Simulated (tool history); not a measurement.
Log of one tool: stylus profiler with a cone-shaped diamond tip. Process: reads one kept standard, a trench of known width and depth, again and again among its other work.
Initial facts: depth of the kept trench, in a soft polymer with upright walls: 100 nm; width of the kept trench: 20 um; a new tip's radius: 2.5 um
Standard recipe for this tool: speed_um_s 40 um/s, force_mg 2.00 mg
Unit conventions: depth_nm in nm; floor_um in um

run	day	speed_um_s	force_mg	depth_nm	floor_um
1	0.000	40	2.00	101.60	17.86
2	1.946	40	2.00	101.60	17.78
3	3.550	40	2.00	101.60	17.79
# day 4.479: new tip fitted, height scale calibrated
4	5.596	39	2.00	101.31	18.40
5	7.383	39	2.00	101.34	18.40
6	8.646	39	2.00	101.32	18.36
7	10.192	40	2.00	101.36	18.37
8	11.733	109	2.00	101.36	18.16
9	13.029	109	2.00	101.37	18.11
10	15.096	109	2.00	101.35	18.12
11	17.296	40	2.00	101.35	18.41
12	18.688	40	2.00	101.34	18.36
13	20.767	40	2.00	101.37	18.33
14	22.679	40	2.00	101.40	18.30
15	24.804	40	5.62	102.65	18.34
16	26.525	40	2.00	101.38	18.24
17	27.596	40	2.00	101.44	18.27
18	29.454	20	0.74	100.73	18.30
19	31.412	20	0.74	100.78	18.29
20	33.250	38	4.67	102.36	18.26
21	34.638	99	1.23	101.04	17.92
22	35.575	36	1.70	101.28	18.23
23	36.471	13	2.39	101.56	18.30
24	38.258	47	0.68	100.81	18.01
25	39.558	142	5.64	102.71	17.99
26	40.996	12	2.00	101.42	18.24
27	43.062	12	2.00	101.50	18.28
28	44.892	19	1.53	101.21	18.21
29	47.083	55	5.73	102.73	18.17
30	48.504	132	1.69	101.32	17.75
31	50.283	79	1.12	101.04	17.93

Per-run results on a tool with no hidden state, each run keeping its own random variation:
Hidden conditions of the tool in this case: radius of the tip, um; height scale over the true one, %; drift of the gauge itself on depth_nm, %; drift of the gauge itself on floor_um, %.
run	depth_nm	floor_um
1	101.27	18.52
2	101.26	18.45
3	101.26	18.47
4	101.26	18.43
5	101.29	18.45
6	101.26	18.42
7	101.29	18.44
8	101.29	18.24
9	101.30	18.20
10	101.27	18.23
11	101.26	18.53
12	101.25	18.48
13	101.27	18.47
14	101.30	18.45
15	102.54	18.51
16	101.27	18.42
17	101.32	18.46
18	100.61	18.50
19	100.65	18.50
20	102.23	18.48
21	100.90	18.15
22	101.14	18.47
23	101.41	18.55
24	100.66	18.27
25	102.55	18.25
26	101.27	18.52
27	101.33	18.56
28	101.05	18.50
29	102.56	18.48
30	101.15	18.07
31	100.86	18.26
